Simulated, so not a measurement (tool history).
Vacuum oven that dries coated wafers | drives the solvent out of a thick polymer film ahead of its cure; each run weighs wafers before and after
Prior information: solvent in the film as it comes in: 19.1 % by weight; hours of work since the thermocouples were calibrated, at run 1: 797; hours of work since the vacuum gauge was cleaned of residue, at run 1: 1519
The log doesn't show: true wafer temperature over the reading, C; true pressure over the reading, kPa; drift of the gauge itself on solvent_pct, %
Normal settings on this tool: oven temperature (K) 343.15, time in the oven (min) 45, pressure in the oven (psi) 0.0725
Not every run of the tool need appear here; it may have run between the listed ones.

| run | hour | oven temperature (K) | time in the oven (min) | pressure in the oven (psi) | hours of work since the thermocouples were calibrated | hours of work since the vacuum gauge was cleaned of residue | solvent left in the film (%) |
|---|---|---|---|---|---|---|---|
| 1 | 0 | 343.15 | 45 | 0.0725 | 797 | 1519 | 3.53 |
| 2 | 62.6 | 343.15 | 45 | 0.0487 | 837 | 1559 | 3.32 |
| 3 | 108.2 | 343.15 | 45 | 0.0487 | 867 | 1588 | 3.36 |
| 4 | 142.3 | 343.15 | 45 | 0.0487 | 888 | 1610 | 3.45 |
| 5 | 208.1 | 343.15 | 45 | 0.0487 | 931 | 1652 | 3.52 |
| 6 | 255.4 | 343.15 | 45 | 0.0487 | 961 | 1683 | 3.47 |
|  | 288.2 | oven's thermocouples calibrated |
| 7 | 313.7 | 343.15 | 45 | 0.0487 | 16 | 1719 | 3.64 |
| 8 | 370.6 | 343.15 | 45 | 0.0487 | 53 | 1755 | 3.69 |
| 9 | 428.7 | 343.15 | 45 | 0.0487 | 90 | 1793 | 3.72 |
| 10 | 505.3 | 358.15 | 45 | 0.0725 | 139 | 1842 | 0.53 |
| 11 | 539.1 | 343.15 | 45 | 0.0725 | 161 | 1863 | 3.89 |
|  | 545.1 | oven's thermocouples calibrated, once more |
| 12 | 575.9 | 343.15 | 45 | 0.0725 | 20 | 1886 | 3.13 |
| 13 | 644.9 | 343.15 | 35 | 0.0725 | 64 | 1930 | 4.32 |
| 14 | 719.8 | 343.15 | 35 | 0.0725 | 112 | 1978 | 4.34 |
| 15 | 772 | 343.15 | 35 | 0.0725 | 146 | 2012 | 4.53 |
| 16 | 814.1 | 342.15 | 45 | 0.0725 | 173 | 2039 | 3.5 |

Estimate the outcome of run 17 from the log above:
| 17 | 888.3 | 342.15 | 45 | 0.0725 | 220 | 2086 | ? |

Run 17 gave solvent left in the film (%) 3.6.
With no hidden state in the tool, this same run would have given solvent left in the film (%) 3.24.

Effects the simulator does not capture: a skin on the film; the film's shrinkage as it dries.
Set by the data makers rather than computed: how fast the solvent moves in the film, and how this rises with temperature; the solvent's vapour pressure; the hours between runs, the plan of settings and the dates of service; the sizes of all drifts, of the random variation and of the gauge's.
